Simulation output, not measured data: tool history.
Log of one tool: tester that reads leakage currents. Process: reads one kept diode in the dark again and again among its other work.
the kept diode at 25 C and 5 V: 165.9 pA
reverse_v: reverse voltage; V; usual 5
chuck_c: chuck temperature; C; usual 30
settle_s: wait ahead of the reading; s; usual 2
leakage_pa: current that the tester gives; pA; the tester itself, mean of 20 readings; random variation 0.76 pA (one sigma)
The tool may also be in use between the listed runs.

Run 1, day 0: usual settings. Result: leakage_pa 230.24 pA.
Run 2, day 4.65: usual settings. Result: leakage_pa 229.52 pA.
Run 3, day 8.95: usual settings. Result: leakage_pa 227.95 pA.
Run 4, day 15.842: usual settings. Result: leakage_pa 226.58 pA.
Run 5, day 18.921: usual settings. Result: leakage_pa 225.17 pA.
Run 6, day 22.175: usual settings. Result: leakage_pa 224.63 pA.
At day 23.492: chuck's temperature calibrated.
Run 7, day 27.371: usual settings but settle_s 1.76 s. Result: leakage_pa 255.01 pA.
Run 8, day 30.912: usual settings but chuck_c 45 C, settle_s 1.76 s. Result: leakage_pa 800.06 pA.
Run 9, day 36.917: usual settings but chuck_c 45 C, settle_s 1.76 s. Result: leakage_pa 793.82 pA.
Run 10, day 43.3: usual settings but chuck_c 45 C, settle_s 8.43 s. Result: leakage_pa 778.93 pA.
Run 11, day 46.317: usual settings but chuck_c 45 C, settle_s 8.43 s. Result: leakage_pa 783.51 pA.
Run 12, day 49.738: usual settings but settle_s 2.27 s. Result: leakage_pa 248.94 pA.
Run 13, day 56.838: usual settings but settle_s 2.27 s. Result: leakage_pa 247.41 pA.
Run 14, day 62.096: usual settings but settle_s 2.27 s. Result: leakage_pa 244.58 pA.
Run 15, day 69.008: usual settings but settle_s 2.27 s. Result: leakage_pa 245.05 pA.
Run 16, day 74.475: usual settings but settle_s 3.26 s. Result: leakage_pa 242.84 pA.
Run 17, day 78.746: usual settings but settle_s 3.26 s. Result: leakage_pa 240.85 pA.
Run 18, day 85.371: usual settings but settle_s 3.26 s. Result: leakage_pa 240.18 pA.
Run 19, day 89.429: usual settings but settle_s 5.89 s. Result: leakage_pa 238.4 pA.
At day 90.092: probe card cleaned and baked.
Run 20, day 96.625: usual settings but reverse_v 5.7 V, chuck_c 37 C, settle_s 6.48 s. Result: leakage_pa 417.04 pA.
Run 21, day 103.433: usual settings but reverse_v 2.58 V, chuck_c 39 C, settle_s 2.62 s. Result: leakage_pa 356.46 pA.
Run 22, day 110.5: usual settings but reverse_v 8.82 V, chuck_c 39 C, settle_s 0.4 s. Result: leakage_pa 575.95 pA.
Run 23, day 114.771: usual settings but reverse_v 8.82 V, chuck_c 39 C, settle_s 0.4 s. Result: leakage_pa 570.95 pA.
Run 24, day 119.342: usual settings but reverse_v 3.11 V, chuck_c 36 C, settle_s 9.77 s. Result: leakage_pa 296.19 pA.
Run 25, day 125.092: usual settings but reverse_v 13.03 V, chuck_c 41 C. Result: leakage_pa 762.21 pA.
At day 125.908: chuck's temperature calibrated.
Run 26, day 131.546: usual settings but reverse_v 12.73 V. Result: leakage_pa 355.06 pA.
Run 27, day 137.692: usual settings but reverse_v 12.73 V. Result: leakage_pa 354.23 pA.
At day 138.779: tester calibrated.
Run 28, day 140.688: usual settings but reverse_v 2.15 V, chuck_c 46 C, settle_s 5.92 s. Result: leakage_pa 619.77 pA.
Run 29, day 143.562: usual settings but reverse_v 15.12 V, chuck_c 46 C, settle_s 5.54 s. Result: leakage_pa 1318.16 pA.
Run 30, day 147.862: usual settings but reverse_v 6.77 V, chuck_c 59 C, settle_s 0.98 s. Result: leakage_pa 2404.91 pA.
Run 31, day 154.942: usual settings but reverse_v 6.93 V, chuck_c 58 C, settle_s 2.39 s. Result: leakage_pa 2251.42 pA.
Run 32, day 161.621: usual settings but reverse_v 6.93 V, chuck_c 58 C, settle_s 2.39 s. Result: leakage_pa 2244.42 pA.
Run 33, day 165.171: usual settings but reverse_v 1.08 V, chuck_c 59 C. Result: leakage_pa 1159.23 pA.
Run 34, day 171.792: usual settings but settle_s 9.09 s. Result: leakage_pa 242.3 pA.
Run 35, day 178.242: usual settings but reverse_v 2.65 V, chuck_c 33 C, settle_s 4.49 s. Result: leakage_pa 238.13 pA.
Run 36, day 181.45: usual settings but reverse_v 2.65 V, chuck_c 33 C, settle_s 4.49 s. Result: leakage_pa 237.27 pA.
Run 37, day 184.404: usual settings but reverse_v 2.65 V, chuck_c 33 C, settle_s 4.49 s. Result: leakage_pa 236.51 pA.

Forecast each of these 5 alternatives for the next run:
Run A, day 189.108: usual settings but reverse_v 2.65 V, chuck_c 41 C, settle_s 1.24 s. Result: leakage_pa ?.
Run B, day 189.108: usual settings but reverse_v 4.77 V, chuck_c 40 C, settle_s 2.03 s. Result: leakage_pa ?.
Run C, day 189.108: usual settings but reverse_v 2.52 V, settle_s 0.61 s. Result: leakage_pa ?.
Run D, day 189.108: usual settings but reverse_v 1.58 V, settle_s 1.28 s. Result: leakage_pa ?.
Run E, day 189.108: usual settings but reverse_v 2.65 V, chuck_c 58 C, settle_s 4.49 s. Result: leakage_pa ?.

run  leakage_pa
  A      438.05
  B      509.23
  C      181.45
  D      150.36
  E     1497.53
Without the tool's hidden state the same runs would have given:
run  leakage_pa
  A      468.55
  B      542.87
  C       193.3
  D      160.84
  E     1598.33
